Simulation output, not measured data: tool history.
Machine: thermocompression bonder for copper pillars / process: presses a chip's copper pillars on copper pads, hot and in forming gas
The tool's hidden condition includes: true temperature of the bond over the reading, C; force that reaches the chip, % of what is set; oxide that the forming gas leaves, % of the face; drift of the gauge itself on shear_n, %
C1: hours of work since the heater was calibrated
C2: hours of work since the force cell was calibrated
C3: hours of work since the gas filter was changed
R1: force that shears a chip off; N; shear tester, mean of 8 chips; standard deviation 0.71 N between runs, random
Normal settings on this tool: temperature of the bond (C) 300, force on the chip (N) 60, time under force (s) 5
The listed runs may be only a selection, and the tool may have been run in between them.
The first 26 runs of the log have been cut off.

run 27 hour=1068.4 | temperature_of_the_bond_(C)=311 force_on_the_chip_(N)=38 time_under_force_(s)=8 | C1=901 C2=685 C3=362 | R1=67.3
run 28 hour=1127.8 | temperature_of_the_bond_(C)=305 force_on_the_chip_(N)=60 time_under_force_(s)=12 | C1=931 C2=715 C3=391 | R1=93.8
run 29 hour=1169.9 | temperature_of_the_bond_(C)=329 force_on_the_chip_(N)=58 time_under_force_(s)=6 | C1=951 C2=735 C3=412 | R1=92.0
run 30 hour=1215.1 | temperature_of_the_bond_(C)=285 force_on_the_chip_(N)=82 time_under_force_(s)=6 | C1=973 C2=757 C3=434 | R1=70.8
run 31 hour=1245.5 | temperature_of_the_bond_(C)=285 force_on_the_chip_(N)=82 time_under_force_(s)=6 | C1=988 C2=772 C3=449 | R1=69.9
-- hour=1254.5 forming gas filter changed
run 32 hour=1283.7 | temperature_of_the_bond_(C)=326 force_on_the_chip_(N)=60 time_under_force_(s)=3 | C1=1007 C2=791 C3=14 | R1=75.9
run 33 hour=1323.7 | temperature_of_the_bond_(C)=326 force_on_the_chip_(N)=39 time_under_force_(s)=3 | C1=1027 C2=810 C3=34 | R1=58.1
run 34 hour=1355.2 | temperature_of_the_bond_(C)=321 force_on_the_chip_(N)=80 time_under_force_(s)=14 | C1=1042 C2=826 C3=49 | R1=127.6
run 35 hour=1390.7 | temperature_of_the_bond_(C)=310 force_on_the_chip_(N)=83 time_under_force_(s)=8 | C1=1059 C2=843 C3=67 | R1=103.1
run 36 hour=1424.1 | temperature_of_the_bond_(C)=282 force_on_the_chip_(N)=41 time_under_force_(s)=13 | C1=1076 C2=860 C3=83 | R1=61.2
run 37 hour=1469.3 | temperature_of_the_bond_(C)=288 force_on_the_chip_(N)=71 time_under_force_(s)=3 | C1=1098 C2=882 C3=105 | R1=53.3
run 38 hour=1528.6 | temperature_of_the_bond_(C)=288 force_on_the_chip_(N)=71 time_under_force_(s)=3 | C1=1127 C2=911 C3=135 | R1=52.5
run 39 hour=1568.2 | temperature_of_the_bond_(C)=300 force_on_the_chip_(N)=60 time_under_force_(s)=5 | C1=1147 C2=930 C3=154 | R1=67.3
run 40 hour=1620.3 | temperature_of_the_bond_(C)=281 force_on_the_chip_(N)=87 time_under_force_(s)=7 | C1=1172 C2=956 C3=180 | R1=74.7

Below are 3 alternative next runs, each starting from the tool's condition after run 40. Predict each:
run A hour=1681.1 | temperature_of_the_bond_(C)=288 force_on_the_chip_(N)=40 time_under_force_(s)=11 | C1=1202 C2=986 C3=209 | R1=?
run B hour=1681.1 | temperature_of_the_bond_(C)=293 force_on_the_chip_(N)=60 time_under_force_(s)=4 | C1=1202 C2=986 C3=209 | R1=?
run C hour=1681.1 | temperature_of_the_bond_(C)=285 force_on_the_chip_(N)=47 time_under_force_(s)=7 | C1=1202 C2=986 C3=209 | R1=?

run=A R1=61.7
run=B R1=56.5
run=C R1=54.1
With the hidden condition removed and each run's random variation left untouched, the same runs would have given:
run=A R1=58.4
run=B R1=53.4
run=C R1=51.0
